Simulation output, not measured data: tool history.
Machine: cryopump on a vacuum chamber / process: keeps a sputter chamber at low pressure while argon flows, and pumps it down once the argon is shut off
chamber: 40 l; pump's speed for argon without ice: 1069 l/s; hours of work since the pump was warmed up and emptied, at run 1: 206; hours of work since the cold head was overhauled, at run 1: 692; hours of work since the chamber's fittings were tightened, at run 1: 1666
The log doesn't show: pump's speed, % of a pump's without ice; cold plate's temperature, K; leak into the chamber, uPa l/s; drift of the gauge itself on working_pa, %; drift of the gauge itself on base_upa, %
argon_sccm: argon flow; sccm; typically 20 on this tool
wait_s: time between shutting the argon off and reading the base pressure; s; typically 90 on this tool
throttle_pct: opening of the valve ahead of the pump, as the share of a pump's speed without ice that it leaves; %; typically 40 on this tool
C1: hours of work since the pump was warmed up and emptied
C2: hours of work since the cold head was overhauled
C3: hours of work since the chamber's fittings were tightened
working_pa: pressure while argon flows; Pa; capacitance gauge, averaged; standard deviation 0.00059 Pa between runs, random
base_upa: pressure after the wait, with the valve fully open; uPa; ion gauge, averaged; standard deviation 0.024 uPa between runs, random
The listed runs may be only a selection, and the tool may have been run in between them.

run 1 hour=0.0 | argon_sccm=20 wait_s=90 throttle_pct=40 | C1=206 C2=692 C3=1666 | working_pa=0.0829 base_upa=3.82
run 2 hour=26.4 | argon_sccm=20 wait_s=90 throttle_pct=40 | C1=226 C2=712 C3=1686 | working_pa=0.0827 base_upa=3.81
run 3 hour=44.4 | argon_sccm=20 wait_s=90 throttle_pct=40 | C1=239 C2=725 C3=1700 | working_pa=0.0851 base_upa=3.83
run 4 hour=59.4 | argon_sccm=20 wait_s=90 throttle_pct=26 | C1=251 C2=736 C3=1711 | working_pa=0.1266 base_upa=3.81
run 5 hour=79.7 | argon_sccm=19 wait_s=90 throttle_pct=40 | C1=266 C2=752 C3=1726 | working_pa=0.0802 base_upa=3.94
run 6 hour=99.5 | argon_sccm=19 wait_s=90 throttle_pct=40 | C1=281 C2=766 C3=1741 | working_pa=0.0807 base_upa=4.04
run 7 hour=114.0 | argon_sccm=20 wait_s=125 throttle_pct=40 | C1=292 C2=777 C3=1752 | working_pa=0.0847 base_upa=3.96
run 8 hour=139.4 | argon_sccm=20 wait_s=125 throttle_pct=40 | C1=311 C2=796 C3=1771 | working_pa=0.0867 base_upa=3.99
run 9 hour=155.6 | argon_sccm=20 wait_s=125 throttle_pct=40 | C1=323 C2=808 C3=1783 | working_pa=0.0860 base_upa=4.01
run 10 hour=176.7 | argon_sccm=20 wait_s=125 throttle_pct=40 | C1=339 C2=824 C3=1799 | working_pa=0.0869 base_upa=4.20
run 11 hour=197.7 | argon_sccm=20 wait_s=90 throttle_pct=40 | C1=354 C2=840 C3=1815 | working_pa=0.0867 base_upa=4.45
run 12 hour=223.1 | argon_sccm=20 wait_s=90 throttle_pct=40 | C1=373 C2=859 C3=1834 | working_pa=0.0879 base_upa=4.52
run 13 hour=246.2 | argon_sccm=20 wait_s=90 throttle_pct=40 | C1=391 C2=876 C3=1851 | working_pa=0.0882 base_upa=4.34
run 14 hour=270.5 | argon_sccm=20 wait_s=90 throttle_pct=40 | C1=409 C2=895 C3=1869 | working_pa=0.0887 base_upa=4.50
run 15 hour=288.5 | argon_sccm=20 wait_s=90 throttle_pct=29 | C1=422 C2=908 C3=1883 | working_pa=0.1198 base_upa=4.66
run 16 hour=308.5 | argon_sccm=20 wait_s=90 throttle_pct=40 | C1=437 C2=923 C3=1898 | working_pa=0.0891 base_upa=4.74
run 17 hour=333.1 | argon_sccm=20 wait_s=90 throttle_pct=40 | C1=456 C2=942 C3=1916 | working_pa=0.0903 base_upa=4.87
run 18 hour=349.6 | argon_sccm=37 wait_s=137 throttle_pct=46 | C1=468 C2=954 C3=1929 | working_pa=0.1487 base_upa=4.57
run 19 hour=369.5 | argon_sccm=37 wait_s=153 throttle_pct=25 | C1=483 C2=969 C3=1944 | working_pa=0.2563 base_upa=4.79
-- hour=376.0 pump warmed up, emptied and cooled again
run 20 hour=400.0 | argon_sccm=24 wait_s=249 throttle_pct=20 | C1=18 C2=988 C3=1963 | working_pa=0.1897 base_upa=3.47
run 21 hour=419.1 | argon_sccm=13 wait_s=71 throttle_pct=59 | C1=32 C2=1002 C3=1977 | working_pa=0.0351 base_upa=4.04
run 22 hour=430.9 | argon_sccm=11 wait_s=90 throttle_pct=39 | C1=41 C2=1011 C3=1986 | working_pa=0.0452 base_upa=3.86
run 23 hour=446.6 | argon_sccm=40 wait_s=21 throttle_pct=29 | C1=53 C2=1023 C3=1998 | working_pa=0.2199 base_upa=6.09
run 24 hour=469.4 | argon_sccm=33 wait_s=21 throttle_pct=29 | C1=70 C2=1040 C3=2015 | working_pa=0.1830 base_upa=6.19
run 25 hour=482.8 | argon_sccm=20 wait_s=118 throttle_pct=25 | C1=80 C2=1050 C3=2025 | working_pa=0.1286 base_upa=3.92
run 26 hour=510.0 | argon_sccm=20 wait_s=90 throttle_pct=30 | C1=101 C2=1071 C3=2045 | working_pa=0.1083 base_upa=4.12
run 27 hour=521.4 | argon_sccm=33 wait_s=78 throttle_pct=40 | C1=109 C2=1079 C3=2054 | working_pa=0.1340 base_upa=4.40
-- hour=543.8 leaking fittings of the chamber tightened, without venting
run 28 hour=548.7 | argon_sccm=33 wait_s=283 throttle_pct=40 | C1=128 C2=1098 C3=4 | working_pa=0.1354 base_upa=0.52

Forecast run 29:
run 29 hour=560.3 | argon_sccm=40 wait_s=283 throttle_pct=19 | C1=137 C2=1107 C3=12 | working_pa=? base_upa=?

For run 29 the tool returned working_pa 0.3372 Pa, base_upa 0.54 uPa.
Minus the tool's unlogged condition, the same run would have read working_pa 0.3313 Pa, base_upa 0.47 uPa.
